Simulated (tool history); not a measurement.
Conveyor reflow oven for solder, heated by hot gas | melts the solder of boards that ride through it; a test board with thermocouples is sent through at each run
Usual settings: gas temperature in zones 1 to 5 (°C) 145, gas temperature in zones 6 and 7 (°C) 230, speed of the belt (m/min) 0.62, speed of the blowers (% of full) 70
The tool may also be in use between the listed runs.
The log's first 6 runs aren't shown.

run,hour,gas temperature in zones 1 to 5 (°C),gas temperature in zones 6 and 7 (°C),speed of the belt (m/min),speed of the blowers (% of full),highest temperature of the board (°C),time above the solder's melting point (s)
7,195.4,145,230,0.62,83,219.3,63.1
8,225.8,145,230,0.62,70,216.6,60.8
9,248.3,145,230,0.62,70,216.4,60.8
10,273.9,145,229,0.62,70,215,59.6
11,292.4,145,229,0.62,70,215.6,60.1
12,321.8,145,229,0.62,70,215.4,59.8
13,349.1,145,230,0.62,70,216.4,60.6
14,371.2,145,230,0.62,70,217,60.4
15,390.7,145,230,0.679,70,213.8,52.9
16,419,145,230,0.679,70,214.1,52.9
17,457,145,245,0.62,82,232.7,70.2
18,498.5,149,222,0.625,70,209.7,56.7
19,520,132,232,0.72,90,216.7,48.1
20,542,145,230,0.62,70,216.7,60.4
21,572.2,134,230,0.737,61,205.8,36.9

The next listed run, before its measurement:
22,599.9,134,230,0.737,61,?,?

Run 22 gave highest temperature of the board (°C) 205.8, time above the solder's melting point (s) 36.7.
Without the tool's hidden state the same run would have given highest temperature of the board (°C) 205.9, time above the solder's melting point (s) 36.8.
